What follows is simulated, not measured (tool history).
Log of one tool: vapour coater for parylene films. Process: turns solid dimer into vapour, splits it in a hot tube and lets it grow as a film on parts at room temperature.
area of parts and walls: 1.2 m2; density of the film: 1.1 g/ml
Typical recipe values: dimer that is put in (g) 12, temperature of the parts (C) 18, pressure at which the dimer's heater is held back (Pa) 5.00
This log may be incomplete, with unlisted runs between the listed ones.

run     day  dimer that is put in (g)  temperature of the parts (C)  pressure at which the dimer's heater is held back (Pa)  thickness of the film (nm)
  1   0.000                        12                            18                                                    5.00                        4650
  2   1.658                        12                            18                                                    5.00                        4730
  3   4.162                         7                            18                                                    5.00                        2710
  4   6.238                         7                            18                                                    5.00                        2760
  5   8.625                         7                            18                                                    5.00                        2720
  6   9.754                         8                            18                                                    5.00                        3160
  7  11.688                        19                            18                                                    5.00                        7460
  8  12.896                        19                            18                                                    5.00                        7640
  9  14.954                        19                            18                                                    5.00                        7420
 10  16.650                        13                            18                                                    5.00                        5060
 11  18.221                        13                            18                                                    5.00                        5110
     18.983  -- trap's valve overhauled
 12  20.096                        13                            18                                                    5.00                        5150
 13  22.729                        13                            18                                                    5.00                        5050
 14  24.442                        13                            18                                                    5.00                        5110
 15  26.050                        13                            18                                                    5.00                        5150
 16  27.475                        13                            18                                                    5.00                        5050
 17  29.596                        13                            18                                                    5.00                        5070
 18  30.912                        13                            18                                                    5.00                        5110
 19  33.146                         7                            18                                                    5.00                        2770
 20  34.433                         7                            18                                                    5.00                        2710
 21  36.612                        12                            18                                                    5.00                        4860
 22  39.208                        12                            18                                                    5.00                        4720
 23  41.450                        12                            18                                                    5.00                        4640
 24  42.621                         5                            15                                                    8.76                        1930
 25  44.792                        12                            14                                                    9.33                        4750
     46.675  -- trap's valve overhauled
 26  47.325                         5                            13                                                    9.33                        2090
 27  48.696                        12                            14                                                    5.00                        5410
 28  50.033                        20                            14                                                    3.28                        9740
 29  51.508                        20                            14                                                    3.28                        9720
 30  52.696                        20                            14                                                    3.28                        9620
 31  55.179                        20                            14                                                    3.28                        9700
 32  56.442                        12                            16                                                    9.13                        4450
 33  58.088                        12                            16                                                    5.00                        4960
 34  59.788                        12                            26                                                    5.00                        3660
 35  61.612                        17                            18                                                    5.00                        6650
 36  63.529                        12                            18                                                    4.51                        4730
 37  66.042                        13                            25                                                    2.29                        4720
 38  68.479                        12                            12                                                    5.00                        5770
 39  70.012                        12                            12                                                    5.00                        5770
 40  71.779                         9                            19                                                    3.17                        3730
 41  73.592                         8                            19                                                    3.17                        3320
     74.388  -- trap's valve overhauled
 42  75.454                         8                            19                                                    3.17                        3310
 43  76.771                         8                            19                                                    3.81                        3170
 44  78.279                        12                            18                                                   10.10                        4040
 45  80.279                        12                            30                                                    5.02                        3160
 46  82.008                        12                            22                                                    7.77                        3790

Below are 4 alternative next runs, each starting from the tool's condition after run 46. Predict each:
  A  84.083                         5                            22                                                    7.77                           ?
  B  84.083                        12                            11                                                    5.00                           ?
  C  84.083                        21                            17                                                    6.30                           ?
  D  84.083                         9                            15                                                    6.64                           ?

run  thickness of the film (nm)
  A                        1590
  B                        5950
  C                        8090
  D                        3710
With the hidden condition removed and each run's random variation left untouched, the same runs would have given:
run  thickness of the film (nm)
  A                        1590
  B                        5960
  C                        8100
  D                        3710
